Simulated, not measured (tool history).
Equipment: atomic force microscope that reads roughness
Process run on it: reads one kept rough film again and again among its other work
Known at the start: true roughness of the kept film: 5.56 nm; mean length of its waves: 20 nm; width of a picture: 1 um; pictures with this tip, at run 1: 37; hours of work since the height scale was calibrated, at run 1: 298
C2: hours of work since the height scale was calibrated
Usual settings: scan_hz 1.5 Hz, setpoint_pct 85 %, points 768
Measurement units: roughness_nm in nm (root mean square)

run 1 hour=0 | scan_hz=1.5 setpoint_pct=85 points=768 | pictures_with_this_tip=37 C2=298 | roughness_nm=2.509
run 2 hour=27.6 | scan_hz=1.5 setpoint_pct=85 points=768 | pictures_with_this_tip=62 C2=310 | roughness_nm=2.179
-- hour=63.1 new tip fitted
run 3 hour=63.1 | scan_hz=1.5 setpoint_pct=85 points=768 | pictures_with_this_tip=0 C2=324 | roughness_nm=3.27
run 4 hour=87.6 | scan_hz=1.5 setpoint_pct=85 points=768 | pictures_with_this_tip=22 C2=335 | roughness_nm=2.787
run 5 hour=102.7 | scan_hz=1.5 setpoint_pct=85 points=768 | pictures_with_this_tip=35 C2=341 | roughness_nm=2.576
run 6 hour=123.7 | scan_hz=1.5 setpoint_pct=85 points=366 | pictures_with_this_tip=54 C2=350 | roughness_nm=2.288
run 7 hour=152.1 | scan_hz=1.5 setpoint_pct=85 points=366 | pictures_with_this_tip=79 C2=362 | roughness_nm=1.98
-- hour=168.9 new tip fitted
run 8 hour=186.2 | scan_hz=1.33 setpoint_pct=86 points=858 | pictures_with_this_tip=15 C2=376 | roughness_nm=2.942
run 9 hour=218.3 | scan_hz=0.57 setpoint_pct=75 points=258 | pictures_with_this_tip=44 C2=389 | roughness_nm=2.731
run 10 hour=249.8 | scan_hz=3.76 setpoint_pct=65 points=258 | pictures_with_this_tip=72 C2=402 | roughness_nm=2.076
-- hour=274.8 new tip fitted
run 11 hour=275.1 | scan_hz=3.76 setpoint_pct=65 points=473 | pictures_with_this_tip=0 C2=413 | roughness_nm=3.301
run 12 hour=297.4 | scan_hz=1.97 setpoint_pct=82 points=473 | pictures_with_this_tip=20 C2=422 | roughness_nm=2.739

5 options for the next run, each taken on its own from the tool as it stands now. Forecast them:
run A hour=319.3 | scan_hz=1.65 setpoint_pct=70 points=593 | pictures_with_this_tip=40 C2=431 | roughness_nm=?
run B hour=319.3 | scan_hz=1.17 setpoint_pct=82 points=460 | pictures_with_this_tip=40 C2=431 | roughness_nm=?
run C hour=319.3 | scan_hz=2.87 setpoint_pct=59 points=473 | pictures_with_this_tip=40 C2=431 | roughness_nm=?
run D hour=319.3 | scan_hz=0.9 setpoint_pct=86 points=408 | pictures_with_this_tip=40 C2=431 | roughness_nm=?
run E hour=319.3 | scan_hz=1.97 setpoint_pct=67 points=301 | pictures_with_this_tip=40 C2=431 | roughness_nm=?

run=A roughness_nm=2.72
run=B roughness_nm=2.606
run=C roughness_nm=2.734
run=D roughness_nm=2.63
run=E roughness_nm=2.665
Take away the tool's hidden state, keep each run's random variation, and the runs would have read:
run=A roughness_nm=3.608
run=B roughness_nm=3.456
run=C roughness_nm=3.625
run=D roughness_nm=3.488
run=E roughness_nm=3.533
